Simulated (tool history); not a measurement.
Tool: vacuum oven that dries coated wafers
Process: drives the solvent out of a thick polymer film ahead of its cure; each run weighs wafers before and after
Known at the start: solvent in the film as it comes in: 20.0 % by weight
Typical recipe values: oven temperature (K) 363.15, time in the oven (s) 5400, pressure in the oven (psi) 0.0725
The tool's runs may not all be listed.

{"run": 1, "hour": 0.0, "oven temperature (K)": 363.15, "time in the oven (s)": 5400, "pressure in the oven (psi)": 0.0725, "solvent left in the film (%)": 2.96}
{"run": 2, "hour": 35.6, "oven temperature (K)": 363.15, "time in the oven (s)": 5400, "pressure in the oven (psi)": 0.0725, "solvent left in the film (%)": 2.89}
{"run": 3, "hour": 66.7, "oven temperature (K)": 363.15, "time in the oven (s)": 5400, "pressure in the oven (psi)": 0.0725, "solvent left in the film (%)": 2.9}
{"run": 4, "hour": 106.7, "oven temperature (K)": 363.15, "time in the oven (s)": 5400, "pressure in the oven (psi)": 0.0725, "solvent left in the film (%)": 2.88}
{"run": 5, "hour": 133.9, "oven temperature (K)": 363.15, "time in the oven (s)": 5400, "pressure in the oven (psi)": 0.0725, "solvent left in the film (%)": 2.89}
{"run": 6, "hour": 151.0, "oven temperature (K)": 363.15, "time in the oven (s)": 3300, "pressure in the oven (psi)": 0.0725, "solvent left in the film (%)": 5.37}

Run 7 is up next; what results do you expect?
{"run": 7, "hour": 183.7, "oven temperature (K)": 349.15, "time in the oven (s)": 6840, "pressure in the oven (psi)": 0.0699, "solvent left in the film (%)": "?"}

Run 7 yielded solvent left in the film (%) 7.32.
With no hidden state in the tool, this same run would have given solvent left in the film (%) 7.34.
